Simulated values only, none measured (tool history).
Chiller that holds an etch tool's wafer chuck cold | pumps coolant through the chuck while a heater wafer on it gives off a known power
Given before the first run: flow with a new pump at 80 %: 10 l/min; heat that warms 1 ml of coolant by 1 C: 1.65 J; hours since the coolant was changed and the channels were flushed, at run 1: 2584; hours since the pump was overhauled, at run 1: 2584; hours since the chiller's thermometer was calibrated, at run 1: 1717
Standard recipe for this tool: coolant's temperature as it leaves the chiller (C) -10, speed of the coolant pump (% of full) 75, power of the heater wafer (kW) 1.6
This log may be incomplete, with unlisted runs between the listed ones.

run,day,coolant's temperature as it leaves the chiller (C),speed of the coolant pump (% of full),power of the heater wafer (kW),hours since the coolant was changed and the channels were flushed,hours since the pump was overhauled,hours since the chiller's thermometer was calibrated,chuck's temperature once it has settled (C),how much warmer the coolant comes back (C)
1,0,-10,75,1.6,2584,2584,1717,4.8,6.65
2,1.992,-10,75,1.6,2632,2632,1765,4.7,6.68
3,3.571,-10,75,1.6,2670,2670,1802,4.8,6.7
# day 3.758: chiller's thermometer calibrated
4,5.375,-10,75,1.6,2712,2712,39,4.9,6.71
5,7.725,-10,75,1.6,2769,2769,95,4.9,6.68
6,10.479,-10,75,1.6,2835,2835,161,4.9,6.73
# day 13.042: chiller's thermometer calibrated, once more
7,13.258,-6,62,1.487,2900,2900,5,9.9,7.75
8,14.758,-6,62,1.487,2936,2936,41,9.7,7.8
9,16.808,-6,62,1.487,2986,2986,90,9.7,7.72
10,18.938,-19,84,0.874,3037,3037,141,-11.7,3.26

What if the next run were any one of these 4? Each begins from the tool's condition after run 10:
A,20.467,-2,84,0.874,3073,3073,178,?,?
B,20.467,-19,74,2.03,3073,3073,178,?,?
C,20.467,-19,65,0.874,3073,3073,178,?,?
D,20.467,-12,61,0.937,3073,3073,178,?,?

run,chuck's temperature once it has settled (C),how much warmer the coolant comes back (C)
A,5.3,3.19
B,-0.1,8.69
C,-10,4.36
D,-1.7,5.04
With no hidden state in the tool, these same runs would have given:
run,chuck's temperature once it has settled (C),how much warmer the coolant comes back (C)
A,4.5,2.95
B,-2,8.05
C,-10.9,4.04
D,-2.8,4.68
